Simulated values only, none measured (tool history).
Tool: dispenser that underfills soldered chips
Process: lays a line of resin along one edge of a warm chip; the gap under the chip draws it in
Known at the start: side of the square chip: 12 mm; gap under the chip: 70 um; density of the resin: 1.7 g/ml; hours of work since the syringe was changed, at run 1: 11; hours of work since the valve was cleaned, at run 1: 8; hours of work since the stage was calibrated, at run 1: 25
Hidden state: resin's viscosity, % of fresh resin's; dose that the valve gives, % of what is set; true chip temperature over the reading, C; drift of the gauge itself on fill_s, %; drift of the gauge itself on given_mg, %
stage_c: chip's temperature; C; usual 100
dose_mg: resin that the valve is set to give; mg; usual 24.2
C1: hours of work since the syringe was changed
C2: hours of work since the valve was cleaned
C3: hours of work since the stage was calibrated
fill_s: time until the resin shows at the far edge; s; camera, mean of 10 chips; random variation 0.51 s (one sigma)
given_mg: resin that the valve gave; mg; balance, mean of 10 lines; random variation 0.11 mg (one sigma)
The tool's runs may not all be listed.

run 1 hour=0 | stage_c=100 dose_mg=24.2 | C1=11 C2=8 C3=25 | fill_s=60.9 given_mg=23.96
-- hour=1.8 new syringe of resin
run 2 hour=4.2 | stage_c=100 dose_mg=24.2 | C1=2 C2=11 C3=28 | fill_s=44.2 given_mg=23.83
run 3 hour=8.2 | stage_c=100 dose_mg=24.2 | C1=5 C2=14 C3=31 | fill_s=49 given_mg=24.14
run 4 hour=13.4 | stage_c=100 dose_mg=24.2 | C1=9 C2=18 C3=35 | fill_s=55.6 given_mg=23.86
run 5 hour=16.8 | stage_c=100 dose_mg=24.2 | C1=11 C2=20 C3=37 | fill_s=62.2 given_mg=23.71
-- hour=17.8 new syringe of resin
run 6 hour=19.8 | stage_c=100 dose_mg=30.7 | C1=1 C2=22 C3=39 | fill_s=42 given_mg=30.11
run 7 hour=22.5 | stage_c=100 dose_mg=30.7 | C1=4 C2=24 C3=41 | fill_s=45.8 given_mg=30.07
run 8 hour=26.9 | stage_c=100 dose_mg=30.7 | C1=7 C2=28 C3=45 | fill_s=53 given_mg=30.09
run 9 hour=30.1 | stage_c=100 dose_mg=22.8 | C1=9 C2=30 C3=47 | fill_s=59.7 given_mg=22.32
run 10 hour=32.5 | stage_c=100 dose_mg=22.8 | C1=11 C2=32 C3=49 | fill_s=63.9 given_mg=22.32
-- hour=33.9 new syringe of resin
run 11 hour=37 | stage_c=100 dose_mg=22.8 | C1=2 C2=35 C3=52 | fill_s=46 given_mg=22.2
run 12 hour=39.8 | stage_c=100 dose_mg=22.8 | C1=4 C2=37 C3=54 | fill_s=50 given_mg=22.17
run 13 hour=41.9 | stage_c=100 dose_mg=22.8 | C1=6 C2=39 C3=56 | fill_s=51.7 given_mg=22.16
run 14 hour=44.2 | stage_c=109 dose_mg=22.8 | C1=8 C2=40 C3=57 | fill_s=40.1 given_mg=22.16
run 15 hour=48 | stage_c=109 dose_mg=27 | C1=11 C2=43 C3=60 | fill_s=43.2 given_mg=26.02
-- hour=50.1 new syringe of resin
run 16 hour=51.8 | stage_c=109 dose_mg=21.5 | C1=1 C2=46 C3=63 | fill_s=32.3 given_mg=20.67
run 17 hour=55.7 | stage_c=100 dose_mg=28.3 | C1=4 C2=49 C3=66 | fill_s=48.2 given_mg=27.25
run 18 hour=58.6 | stage_c=100 dose_mg=28.3 | C1=6 C2=51 C3=68 | fill_s=52.3 given_mg=27.1
run 19 hour=61.2 | stage_c=90 dose_mg=27.2 | C1=8 C2=53 C3=70 | fill_s=86.2 given_mg=25.99
-- hour=66.2 new syringe of resin
run 20 hour=66.6 | stage_c=90 dose_mg=27.2 | C1=0 C2=57 C3=74 | fill_s=63.6 given_mg=25.9
run 21 hour=70.6 | stage_c=90 dose_mg=27.2 | C1=3 C2=60 C3=77 | fill_s=71.9 given_mg=26.16
run 22 hour=74.9 | stage_c=107 dose_mg=22.5 | C1=7 C2=63 C3=80 | fill_s=42.9 given_mg=21.43
run 23 hour=77 | stage_c=107 dose_mg=22.5 | C1=8 C2=65 C3=82 | fill_s=44.4 given_mg=21.43
-- hour=79.8 dispensing valve cleaned and set on the balance
run 24 hour=80.9 | stage_c=92 dose_mg=21.3 | C1=10 C2=1 C3=84 | fill_s=88.4 given_mg=21.37
-- hour=83.1 new syringe of resin
run 25 hour=86 | stage_c=90 dose_mg=28.6 | C1=2 C2=5 C3=88 | fill_s=66.5 given_mg=28.45
run 26 hour=90.8 | stage_c=113 dose_mg=20.8 | C1=6 C2=8 C3=91 | fill_s=32.8 given_mg=20.76
run 27 hour=95.5 | stage_c=90 dose_mg=21.9 | C1=9 C2=12 C3=95 | fill_s=92 given_mg=21.84
-- hour=99.2 new syringe of resin
run 28 hour=100.5 | stage_c=96 dose_mg=26.3 | C1=1 C2=15 C3=98 | fill_s=50.9 given_mg=26.14
run 29 hour=103.7 | stage_c=112 dose_mg=29.8 | C1=3 C2=18 C3=101 | fill_s=29 given_mg=29.36
run 30 hour=107.2 | stage_c=87 dose_mg=26.9 | C1=6 C2=20 C3=103 | fill_s=89 given_mg=26.75
run 31 hour=110 | stage_c=92 dose_mg=31 | C1=8 C2=22 C3=106 | fill_s=77.4 given_mg=30.61
run 32 hour=112.2 | stage_c=92 dose_mg=31 | C1=10 C2=24 C3=107 | fill_s=81.4 given_mg=30.61
-- hour=115.4 new syringe of resin
run 33 hour=116.2 | stage_c=107 dose_mg=25.6 | C1=1 C2=27 C3=110 | fill_s=32.5 given_mg=25.23
run 34 hour=118.4 | stage_c=107 dose_mg=25.6 | C1=2 C2=29 C3=112 | fill_s=34.4 given_mg=25.09
run 35 hour=122.4 | stage_c=103 dose_mg=22.3 | C1=5 C2=32 C3=115 | fill_s=46.7 given_mg=21.75

5 ways to go on from here, each from the tool as it stands after run 35. What would each give?
run A hour=127 | stage_c=94 dose_mg=22.2 | C1=9 C2=35 C3=118 | fill_s=? given_mg=?
run B hour=127 | stage_c=109 dose_mg=30.6 | C1=9 C2=35 C3=118 | fill_s=? given_mg=?
run C hour=127 | stage_c=99 dose_mg=22.6 | C1=9 C2=35 C3=118 | fill_s=? given_mg=?
run D hour=127 | stage_c=100 dose_mg=29 | C1=9 C2=35 C3=118 | fill_s=? given_mg=?
run E hour=127 | stage_c=86 dose_mg=24.2 | C1=9 C2=35 C3=118 | fill_s=? given_mg=?

run=A fill_s=77.9 given_mg=21.71
run=B fill_s=40.2 given_mg=29.77
run=C fill_s=62.4 given_mg=21.96
run=D fill_s=56.9 given_mg=28.42
run=E fill_s=103.6 given_mg=23.42
Without the tool's hidden state the same runs would have given:
run=A fill_s=54.9 given_mg=22.26
run=B fill_s=28.6 given_mg=30.54
run=C fill_s=44.1 given_mg=22.52
run=D fill_s=40.3 given_mg=29.15
run=E fill_s=73.1 given_mg=24.02
